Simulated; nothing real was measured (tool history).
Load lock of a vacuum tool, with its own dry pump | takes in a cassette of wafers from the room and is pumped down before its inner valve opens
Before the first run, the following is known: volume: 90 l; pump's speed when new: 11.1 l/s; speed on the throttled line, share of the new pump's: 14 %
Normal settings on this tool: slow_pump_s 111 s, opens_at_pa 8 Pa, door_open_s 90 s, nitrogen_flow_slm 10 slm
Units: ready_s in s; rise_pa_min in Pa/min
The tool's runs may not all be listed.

run,hour,slow_pump_s,opens_at_pa,door_open_s,nitrogen_flow_slm,"incoming humidity of the room's air, %",ready_s,rise_pa_min
1,0.0,111,8,90,10,43.6,172.3,0.028
2,284.6,111,8,90,10,43.6,170.1,0.030
3,523.1,111,8,90,4,42.2,171.9,0.041
4,691.2,111,8,90,4,44.3,173.6,0.042
5,944.1,111,8,90,4,47.4,171.3,0.044
6,1087.3,111,8,90,4,45.5,171.6,0.047
7,1310.4,140,8,90,4,45.0,196.0,0.041
8,1526.8,140,8,90,4,45.5,196.3,0.040
9,1710.5,140,8,90,4,46.1,196.1,0.043
10,1892.5,111,8,90,10,48.0,170.7,0.034
11,2160.1,111,8,90,17,44.0,171.2,0.025
12,2378.6,111,8,90,17,47.9,173.6,0.021
13,2508.5,111,8,90,17,46.3,171.8,0.024
14,2797.0,111,8,90,10,45.6,173.7,0.038
15,2920.4,111,8,90,10,44.5,172.0,0.024
16,3057.2,219,6,37,20,44.2,266.2,0.010
17,3323.9,219,6,37,20,49.1,267.4,0.018
18,3476.9,66,6,48,20,43.5,137.2,0.014
19,3707.4,66,6,48,20,44.1,135.7,0.019
20,3945.7,66,6,48,20,48.9,135.8,0.017
21,4186.0,128,13,48,21,44.3,181.5,0.017
22,4344.2,128,13,77,21,44.1,180.8,0.018
23,4548.4,204,12,146,38,44.7,249.0,0.020
24,4820.1,204,12,146,38,46.2,246.7,0.027
25,5043.1,204,12,146,38,45.2,247.0,0.020
26,5283.3,117,6,90,10,44.5,181.4,0.033
27,5571.0,196,11,218,30,46.3,244.3,0.027

Between the runs listed above, the log contained 1 entry, not reproduced here. Where in the sequence does each belong, and how does what the log doesn't record of the tool's condition differ from the listed run before to the listed run after?
Between runs 26 and 27: door's seal changed, seat wiped (hour 5468.6)
  leak at the door's seal, Pa l/s: 0.0056 -> 0.002
  difference, measured minus the result without the unlogged condition, rise_pa_min: +0.003 -> +0.000 Pa/min

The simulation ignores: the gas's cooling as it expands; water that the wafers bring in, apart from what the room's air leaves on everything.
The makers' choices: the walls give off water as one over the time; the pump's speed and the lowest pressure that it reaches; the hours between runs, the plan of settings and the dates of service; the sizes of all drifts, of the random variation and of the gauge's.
